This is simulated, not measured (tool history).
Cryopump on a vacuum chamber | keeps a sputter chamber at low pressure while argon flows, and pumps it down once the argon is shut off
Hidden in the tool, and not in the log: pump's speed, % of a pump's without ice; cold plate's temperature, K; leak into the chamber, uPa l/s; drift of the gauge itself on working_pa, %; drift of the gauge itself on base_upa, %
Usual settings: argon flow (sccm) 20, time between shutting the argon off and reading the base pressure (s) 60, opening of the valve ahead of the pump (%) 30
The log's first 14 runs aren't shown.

run    hour  argon flow (sccm)  time between shutting the argon off and reading the base pressure (s)  opening of the valve ahead of the pump (%)  hours of work since the pump was warmed up and emptied  hours of work since the cold head was overhauled  hours of work since the chamber's fittings were tightened  pressure while argon flows (Pa)  pressure after the wait (uPa)
 15   580.7                 20                                                                     60                                          19                                                     362                                              1999                                                        874                           0.2037                           4.22
 16   632.9                 20                                                                     60                                          18                                                     406                                              2043                                                        918                           0.2143                           4.18
 17   692.3                 20                                                                     60                                          18                                                     456                                              2093                                                        968                           0.2153                           4.26
 18   727.2                 16                                                                    104                                          22                                                     485                                              2123                                                        997                           0.1424                           3.35
 19   777.4                 16                                                                    104                                          22                                                     527                                              2165                                                       1040                           0.1427                           3.32
 20   825.9                 11                                                                     43                                          48                                                     568                                              2206                                                       1081                           0.0504                           5.57
 21   873.7                 26                                                                    114                                          46                                                     608                                              2246                                                       1121                           0.1239                           3.52
 22   925.1                  8                                                                    234                                          31                                                     651                                              2289                                                       1164                           0.0550                           2.82
 23   974.6                  8                                                                    234                                          31                                                     693                                              2331                                                       1206                           0.0540                           2.99
 24  1028.7                 26                                                                     60                                          37                                                     739                                              2377                                                       1251                           0.1540                           5.04
 25  1071.8                 36                                                                     60                                          17                                                     775                                              2413                                                       1288                           0.4281                           5.08
     1095.9  -- leaking fittings of the chamber tightened, without venting
     1111.4  -- pump warmed up, emptied and cooled again
 26  1135.6                 20                                                                    123                                          44                                                      20                                              2461                                                         29                           0.0861                           1.69
 27  1160.7                 20                                                                    123                                          44                                                      41                                              2482                                                         50                           0.0856                           1.62
 28  1220.5                 20                                                                    123                                          44                                                      92                                              2532                                                        101                           0.0883                           1.70
 29  1245.6                 23                                                                    288                                          22                                                     113                                              2553                                                        122                           0.1971                           0.99
 30  1271.8                 16                                                                     34                                          41                                                     135                                              2575                                                        144                           0.0757                           5.04
 31  1303.8                 16                                                                     34                                          41                                                     162                                              2602                                                        171                           0.0761                           4.97
 32  1351.4                 23                                                                     21                                          37                                                     202                                              2642                                                        211                           0.1212                           7.94
 33  1377.6                 23                                                                     21                                          37                                                     224                                              2664                                                        233                           0.1215                           7.92

Forecast each of these 3 alternatives for the next run:
  A  1428.2                 22                                                                     60                                          28                                                     267                                              2707                                                        275                                ?                              ?
  B  1428.2                 10                                                                     23                                          37                                                     267                                              2707                                                        275                                ?                              ?
  C  1428.2                 20                                                                     60                                          60                                                     267                                              2707                                                        275                                ?                              ?

run  pressure while argon flows (Pa)  pressure after the wait (uPa)
  A                           0.1522                           3.27
  B                           0.0536                           7.40
  C                           0.0690                           3.26
Without the tool's hidden state the same runs would have given:
run  pressure while argon flows (Pa)  pressure after the wait (uPa)
  A                           0.1448                           2.86
  B                           0.0503                           6.99
  C                           0.0623                           2.85
